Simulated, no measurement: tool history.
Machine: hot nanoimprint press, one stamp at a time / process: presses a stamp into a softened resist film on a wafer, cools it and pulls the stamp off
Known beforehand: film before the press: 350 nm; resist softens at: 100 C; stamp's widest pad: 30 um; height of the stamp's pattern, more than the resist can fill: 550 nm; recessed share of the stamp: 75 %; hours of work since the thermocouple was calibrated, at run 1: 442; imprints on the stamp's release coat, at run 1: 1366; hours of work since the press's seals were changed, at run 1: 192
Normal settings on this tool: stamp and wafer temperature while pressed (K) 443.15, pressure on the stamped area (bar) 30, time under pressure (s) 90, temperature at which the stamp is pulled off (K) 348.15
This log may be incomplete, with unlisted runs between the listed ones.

run   hour  stamp and wafer temperature while pressed (K)  pressure on the stamped area (bar)  time under pressure (s)  temperature at which the stamp is pulled off (K)  hours of work since the thermocouple was calibrated  imprints on the stamp's release coat  hours of work since the press's seals were changed  resist left under the stamp's widest pad (nm)  greatest force while the stamp is pulled off (N)
  1      0                                         443.15                                  30                       90                                            348.15                                                  442                                  1366                                                 192                                          154.6                                               219
  2    6.7                                         443.15                                19.2                       90                                            348.15                                                  447                                  1383                                                 197                                            197                                               223
  3   18.6                                         443.15                                19.2                       90                                            348.15                                                  456                                  1413                                                 206                                            197                                               224
      24.6  -- plate thermocouple calibrated
  4   32.1                                         443.15                                  30                       90                                            348.15                                                    6                                  1440                                                 214                                          144.8                                               223
  5     43                                         443.15                                  30                       90                                            348.15                                                   14                                  1468                                                 222                                          146.7                                               223
  6     49                                         443.15                                  30                       90                                            348.15                                                   19                                  1483                                                 227                                          145.2                                               222
  7   56.9                                         443.15                                  30                       90                                            348.15                                                   25                                  1503                                                 233                                          146.3                                               227
  8   62.7                                         443.15                                  30                       90                                            348.15                                                   29                                  1518                                                 238                                          146.4                                               221
  9     71                                         443.15                                  30                       90                                            348.15                                                   36                                  1539                                                 244                                          144.9                                               221
 10   80.3                                         443.15                                31.9                       90                                            348.15                                                   43                                  1563                                                 251                                          142.2                                               227
      88.9  -- stamp cleaned and given a new release coat
 11     93                                         443.15                                31.9                       90                                            348.15                                                   48                                    11                                                 256                                          140.5                                               141
 12  103.2                                         443.15                                31.9                       90                                            348.15                                                   56                                    37                                                 264                                          141.1                                               149
 13  110.1                                         443.15                                31.9                       90                                            348.15                                                   61                                    54                                                 269                                          140.8                                               149
 14  117.1                                         443.15                                  30                       90                                            351.15                                                   66                                    72                                                 275                                          148.4                                               137
 15  125.2                                         443.15                                  30                       90                                            351.15                                                   73                                    93                                                 281                                          147.6                                               137
 16  133.2                                         443.15                                  30                       90                                            351.15                                                   79                                   113                                                 287                                          146.9                                               143
 17  142.8                                         443.15                                41.7                       90                                            337.15                                                   86                                   137                                                 295                                            122                                               170
 18  148.5                                         443.15                                41.7                       90                                            337.15                                                   91                                   152                                                 299                                          123.1                                               172
 19  158.5                                         443.15                                41.7                       90                                            337.15                                                   98                                   178                                                 307                                            121                                               171
 20  165.7                                         441.15                                29.7                       52                                            340.15                                                  104                                   196                                                 312                                          191.3                                               170
 21  175.7                                         443.15                                  30                      179                                            348.15                                                  112                                   221                                                 320                                            119                                               156
 22  187.3                                         437.15                                24.5                       64                                            336.15                                                  121                                   251                                                 329                                          230.8                                               178
 23  199.4                                         451.15                                21.5                      170                                            338.15                                                  130                                   282                                                 338                                          104.2                                               169
 24  211.6                                         451.15                                21.5                      170                                            338.15                                                  139                                   313                                                 347                                          105.1                                               175
 25  219.9                                         442.15                                18.4                      142                                            336.15                                                  146                                   334                                                 354                                          176.3                                               184
 26  226.6                                         443.15                                  36                       90                                            355.15                                                  151                                   351                                                 359                                          133.4                                               150
 27  238.6                                         452.15                                  19                      106                                            348.15                                                  160                                   382                                                 368                                          128.5                                               162
 28  244.5                                         450.15                                47.5                       90                                            348.15                                                  165                                   397                                                 373                                           84.1                                               164
 29  252.1                                         443.15                                  30                      159                                            342.15                                                  170                                   416                                                 379                                          123.6                                               170
 30  264.1                                         435.15                                  30                       90                                            355.15                                                  180                                   447                                                 388                                          211.6                                               149

Take each entry between the runs: how does the hidden state at the last listed run before it differ from the hidden state at the first listed run after it?
Logged between run 3 and run 4: plate thermocouple calibrated (hour 24.6)
  true temperature over the reading, C: -1.61 -> -0.04; pressure that arrives at the usual setting, %: 98.53 -> 98.47; grip of the stamp's worn release coat, % over a new coat's: 54.7 -> 55.9
  the result without the hidden state subtracted from the measured one, resist left under the stamp's widest pad (nm): +12.7 -> +1.6; greatest force while the stamp is pulled off (N): +82 -> +81
Logged between run 10 and run 11: stamp cleaned and given a new release coat (hour 88.9)
  true temperature over the reading, C: -0.17 -> -0.19; pressure that arrives at the usual setting, %: 98.24 -> 98.2; grip of the stamp's worn release coat, % over a new coat's: 61.1 -> 0.4
  the result without the hidden state subtracted from the measured one, resist left under the stamp's widest pad (nm): +2.6 -> +2.8; greatest force while the stamp is pulled off (N): +86 -> +1

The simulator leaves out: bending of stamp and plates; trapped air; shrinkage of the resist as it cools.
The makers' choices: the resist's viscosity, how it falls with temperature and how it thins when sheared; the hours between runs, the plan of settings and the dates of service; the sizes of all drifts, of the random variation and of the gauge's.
